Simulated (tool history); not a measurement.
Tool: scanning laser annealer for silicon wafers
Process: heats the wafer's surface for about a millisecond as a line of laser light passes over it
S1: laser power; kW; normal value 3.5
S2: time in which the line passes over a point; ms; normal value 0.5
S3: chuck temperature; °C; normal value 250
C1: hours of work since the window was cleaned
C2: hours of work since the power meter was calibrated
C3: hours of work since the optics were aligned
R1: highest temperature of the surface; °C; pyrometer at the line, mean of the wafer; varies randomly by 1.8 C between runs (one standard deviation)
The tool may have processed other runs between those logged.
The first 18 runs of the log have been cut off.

run,hour,S1,S2,S3,C1,C2,C3,R1
19,181.2,3.5,0.5,250,372,263,60,980
20,193.9,3.5,0.5,250,380,271,69,976
21,207.9,3.5,0.5,250,389,280,78,974
22,216.6,3.5,0.5,250,394,286,83,980
23,226.3,3.5,0.5,250,401,292,89,975
24,237.8,3.5,0.5,250,408,300,97,975
25,247.2,3.5,0.5,250,414,306,103,976
26,260.6,3.501,0.488,211,423,314,112,927
# hour 264.3: laser's power meter calibrated
27,274.2,3.501,0.463,226,430,6,118,921
28,282,3.5,0.384,229,435,11,123,849
29,292.7,3.5,0.595,250,441,18,130,1053
30,300.5,3.681,0.5,250,446,23,135,1015
31,308.2,3.681,0.603,250,451,28,140,1104
32,320.2,3.681,0.603,250,459,36,148,1101
33,332.3,3.681,0.552,226,467,44,156,1036
34,339,3.5,0.523,222,471,48,160,967
# hour 344.8: laser's power meter calibrated, once more
35,350.2,3.5,0.523,222,477,3,165,965
36,363.6,3.5,0.523,222,485,12,174,964
37,377.5,3.5,0.418,282,494,21,183,934
38,385.6,3.5,0.418,282,499,26,188,936
39,396.2,3.817,0.524,254,506,33,195,1075
40,403.7,3.817,0.524,254,511,38,200,1074

Alternative continuations, all from the tool just after run 40; predict every row:
A,409.8,3.545,0.5,231,515,42,204,?
B,409.8,3.023,0.5,250,515,42,204,?
C,409.8,3.5,0.544,229,515,42,204,?
D,409.8,3.03,0.582,243,515,42,204,?

run,R1
A,966
B,862
C,987
D,910
With the hidden condition removed and each run's random variation left untouched, the same runs would have given:
run,R1
A,981
B,875
C,1003
D,924

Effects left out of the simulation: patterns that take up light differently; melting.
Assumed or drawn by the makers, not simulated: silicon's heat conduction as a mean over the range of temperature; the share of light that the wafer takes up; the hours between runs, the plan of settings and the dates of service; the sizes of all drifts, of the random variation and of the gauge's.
